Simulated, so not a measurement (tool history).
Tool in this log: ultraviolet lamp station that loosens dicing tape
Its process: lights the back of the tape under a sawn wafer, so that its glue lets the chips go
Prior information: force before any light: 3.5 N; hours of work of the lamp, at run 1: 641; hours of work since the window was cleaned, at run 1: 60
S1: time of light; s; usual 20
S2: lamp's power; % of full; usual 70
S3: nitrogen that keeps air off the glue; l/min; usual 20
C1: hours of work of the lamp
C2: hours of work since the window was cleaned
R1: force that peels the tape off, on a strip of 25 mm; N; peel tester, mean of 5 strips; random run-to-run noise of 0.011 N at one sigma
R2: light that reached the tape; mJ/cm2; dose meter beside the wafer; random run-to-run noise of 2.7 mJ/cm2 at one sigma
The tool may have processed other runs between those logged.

run	hour	S1	S2	S3	C1	C2	R1	R2
1	0	20	70	20	641	60	0.719	294
2	52.4	20	70	25	669	88	0.709	285
3	85	20	70	38	687	106	0.648	282
4	135.3	20	70	20	714	133	0.777	275
5	195	20	70	20	746	165	0.801	272
6	240	38	70	20	770	189	0.332	506
7	274.9	20	70	20	789	208	0.821	262
8	327.5	20	70	20	817	236	0.885	252
9	368.5	20	70	20	839	258	0.877	250
10	403.5	20	70	20	858	277	0.888	251
11	456.1	20	70	20	887	305	0.913	247
12	512.3	26	61	20	917	336	0.825	272
# hour 520.4: window cleaned of glue's vapour
13	563.2	27	89	11	944	23	0.469	453
14	619.3	27	89	11	974	53	0.497	446
15	644.5	31	70	8	988	67	0.631	394
16	703.1	18	92	20	1019	98	0.737	292
17	758.2	31	62	7	1049	128	0.847	335
18	782.1	31	62	7	1062	141	0.835	328

5 ways to go on from here, each from the tool as it stands after run 18. What would each give?
A	820.6	11	64	31	1083	162	?	?
B	820.6	20	62	17	1083	162	?	?
C	820.6	27	61	18	1083	162	?	?
D	820.6	25	94	14	1083	162	?	?
E	820.6	31	62	13	1083	162	?	?

run	R1	R2
A	1.731	116
B	1.132	212
C	0.786	276
D	0.526	395
E	0.701	323
Stripped of hidden state, with their random variation kept, the same runs would have yielded:
run	R1	R2
A	1.157	187
B	0.635	337
C	0.405	441
D	0.271	632
E	0.355	518

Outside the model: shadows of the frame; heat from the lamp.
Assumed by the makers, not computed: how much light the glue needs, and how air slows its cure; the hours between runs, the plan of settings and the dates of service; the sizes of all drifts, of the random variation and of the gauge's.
